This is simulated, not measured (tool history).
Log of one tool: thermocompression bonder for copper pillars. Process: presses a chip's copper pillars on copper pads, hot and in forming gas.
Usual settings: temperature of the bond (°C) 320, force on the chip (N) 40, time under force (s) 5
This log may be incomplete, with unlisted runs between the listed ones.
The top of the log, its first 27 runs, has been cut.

run     day  temperature of the bond (°C)  force on the chip (N)  time under force (s)  force that shears a chip off (N)
 28  13.121                           318                     24                     6                              20.9
     13.612  -- heater calibrated with a thermocouple chip, once more
 29  13.683                           320                     40                     3                              34.4
 30  14.004                           338                     39                     5                              50.0
 31  14.596                           300                     43                     6                              37.1
 32  15.104                           320                     31                     5                              31.1
 33  15.629                           320                     32                     5                              32.9
 34  15.904                           320                     28                     5                              27.5
 35  16.225                           320                     54                     3                              47.4
 36  16.617                           328                     57                     7                              73.9
 37  17.208                           323                     33                     4                              31.4
 38  17.671                           329                     39                     3                              37.2
 39  18.271                           339                     40                     4                              48.2
 40  18.767                           339                     40                     4                              47.8

Each row is a separate what-if for the run after 40, all from the same tool condition, not one after another. Results?
  A  19.338                           341                     43                     3                                 ?
  B  19.338                           315                     40                     4                                 ?
  C  19.338                           330                     40                     5                                 ?

run  force that shears a chip off (N)
  A                              48.9
  B                              35.2
  C                              48.5
Take away the tool's hidden state, keep each run's random variation, and the runs would have read:
run  force that shears a chip off (N)
  A                              50.9
  B                              36.7
  C                              50.5

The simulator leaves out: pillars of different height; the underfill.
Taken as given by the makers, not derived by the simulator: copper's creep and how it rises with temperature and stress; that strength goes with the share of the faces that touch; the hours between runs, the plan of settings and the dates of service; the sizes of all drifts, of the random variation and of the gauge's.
